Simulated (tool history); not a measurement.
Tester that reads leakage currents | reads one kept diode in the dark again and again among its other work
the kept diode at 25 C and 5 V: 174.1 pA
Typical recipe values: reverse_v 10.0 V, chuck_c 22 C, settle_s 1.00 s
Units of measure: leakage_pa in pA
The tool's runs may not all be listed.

| run | hour | reverse_v | chuck_c | settle_s | leakage_pa |
|---|---|---|---|---|---|
| 1 | 0.0 | 10.0 | 22 | 1.00 | 169.92 |
| 2 | 98.1 | 10.0 | 22 | 1.00 | 169.01 |
| 3 | 188.5 | 10.0 | 22 | 1.00 | 168.38 |
| 4 | 320.5 | 10.0 | 27 | 1.00 | 256.76 |
| 5 | 423.5 | 10.0 | 27 | 1.00 | 257.00 |
| 6 | 522.3 | 10.0 | 22 | 1.00 | 166.29 |
| 7 | 617.4 | 10.0 | 22 | 1.00 | 164.96 |
|  | 707.9 | probe card cleaned and baked |
| 8 | 730.7 | 10.0 | 22 | 1.00 | 157.10 |
| 9 | 800.6 | 10.0 | 22 | 1.00 | 156.61 |
| 10 | 881.5 | 10.0 | 45 | 0.73 | 1064.32 |
| 11 | 1006.8 | 15.5 | 57 | 0.84 | 3212.21 |
|  | 1015.0 | chuck's temperature calibrated |
| 12 | 1091.7 | 2.1 | 28 | 0.32 | 115.31 |
| 13 | 1164.3 | 1.9 | 22 | 0.31 | 64.56 |
| 14 | 1223.8 | 1.6 | 22 | 1.00 | 58.46 |
| 15 | 1337.9 | 1.6 | 22 | 1.00 | 58.46 |
| 16 | 1474.8 | 12.5 | 25 | 6.80 | 211.47 |

Consider 4 possible next runs. They are alternatives, not a sequence: every one starts from the tool as it was left by run 16. What does each give?
| A | 1546.0 | 16.5 | 47 | 0.77 | ? |
| B | 1546.0 | 10.0 | 22 | 2.35 | ? |
| C | 1546.0 | 10.0 | 22 | 1.00 | ? |
| D | 1546.0 | 2.0 | 22 | 1.00 | ? |

| run | leakage_pa |
|---|---|
| A | 1468.69 |
| B | 144.17 |
| C | 145.36 |
| D | 64.23 |
Without the tool's unlogged condition, the same runs would have read:
| run | leakage_pa |
|---|---|
| A | 1871.08 |
| B | 188.85 |
| C | 190.15 |
| D | 84.91 |
